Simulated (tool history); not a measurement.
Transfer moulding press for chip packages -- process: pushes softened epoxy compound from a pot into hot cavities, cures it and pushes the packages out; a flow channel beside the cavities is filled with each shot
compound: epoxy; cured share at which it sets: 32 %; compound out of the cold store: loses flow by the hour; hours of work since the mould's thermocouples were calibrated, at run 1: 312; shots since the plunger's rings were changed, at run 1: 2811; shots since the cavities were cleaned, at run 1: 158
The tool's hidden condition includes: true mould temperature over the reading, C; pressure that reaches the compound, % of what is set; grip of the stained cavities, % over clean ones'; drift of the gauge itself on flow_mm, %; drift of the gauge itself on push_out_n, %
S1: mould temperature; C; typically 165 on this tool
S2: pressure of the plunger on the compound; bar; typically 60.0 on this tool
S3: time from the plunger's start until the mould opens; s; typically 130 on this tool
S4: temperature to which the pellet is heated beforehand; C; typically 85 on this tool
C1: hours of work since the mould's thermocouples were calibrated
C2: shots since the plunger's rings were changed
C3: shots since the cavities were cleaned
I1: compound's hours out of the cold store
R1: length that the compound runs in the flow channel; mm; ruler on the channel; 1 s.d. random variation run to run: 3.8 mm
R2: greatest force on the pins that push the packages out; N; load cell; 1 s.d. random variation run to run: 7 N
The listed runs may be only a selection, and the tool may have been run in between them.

run   hour   S1    S2   S3  S4   C1    C2   C3    I1   R1   R2
  1    0.0  165  60.0  130  85  312  2811  158  36.3  594  325
  2   17.2  165  60.0  130  85  324  2973  320  15.7  646  359
      30.5  -- cavities cleaned with cleaning compound and waxed
  3   35.6  170  60.0  130  85  335  3133   48  45.4  565  283
  4   49.6  165  60.0  130  85  345  3265  180  11.3  662  351
  5   61.7  165  60.0  130  85  353  3379  294  19.5  637  334
  6   72.9  165  47.6  130  85  361  3484  399  30.1  547  361
      77.8  -- cavities cleaned with cleaning compound and waxed
  7   87.4  165  47.6  130  85  370  3608   91  22.1  570  323
  8  100.5  165  47.6  130  85  379  3731  214  31.5  537  343
  9  118.0  165  60.0  130  85  391  3896  379  38.7  594  369
     124.9  -- cavities cleaned with cleaning compound and waxed
 10  129.2  169  60.0  130  85  398  3987   40   8.6  660  282
     138.5  -- plunger's sealing rings changed
 11  150.3  169  60.0  152  85  410   111  216  25.7  627  314
 12  167.7  165  60.0  130  85  422   275  380  29.7  627  362
     175.1  -- cavities cleaned with cleaning compound and waxed
 13  177.6  165  65.2  112  85  428   354   23  17.6  686  329
 14  192.0  170  51.9  130  85  438   490  159  44.0  541  305
 15  202.2  163  53.8  119  80  445   587  256  24.1  606  403
 16  212.1  162  60.0  132  91  452   680  349  14.4  673  397
     215.9  -- mould's thermocouples calibrated
 17  222.1  160  60.0  132  86    4   755  424  25.1  651  425
     225.0  -- cavities cleaned with cleaning compound and waxed
 18  242.8  173  45.5  163  84   17   936  168  34.7  519  295
 19  262.8  163  45.5  163  84   31  1124  356  11.3  591  354
     273.2  -- cavities cleaned with cleaning compound and waxed
 20  277.2  168  62.5  130  85   40  1247   38  19.2  653  313
 21  296.2  168  62.5  157  89   53  1426  217  14.4  667  334
 22  311.0  168  62.5  137  93   63  1565  356  27.2  631  356
     320.6  -- cavities cleaned with cleaning compound and waxed
 23  326.1  168  62.5  137  93   72  1694   53  13.1  676  287

Branching from run 23: 3 alternative next runs. What would each branch give?
     338.9  -- mould's thermocouples calibrated, once more
  A  342.3  172  52.4  166  85   2  1828  187  44.6   ?   ?
     338.9  -- mould's thermocouples calibrated, once more
  B  342.3  161  64.1  137  95   2  1828  187  36.1   ?   ?
     338.9  -- mould's thermocouples calibrated, once more
  C  342.3  161  60.0  130  85   2  1828  187   9.9   ?   ?

run   R1   R2
  A  535  304
  B  636  360
  C  690  393
With the hidden condition removed and each run's random variation left untouched, the same runs would have given:
run   R1   R2
  A  544  256
  B  647  306
  C  702  333
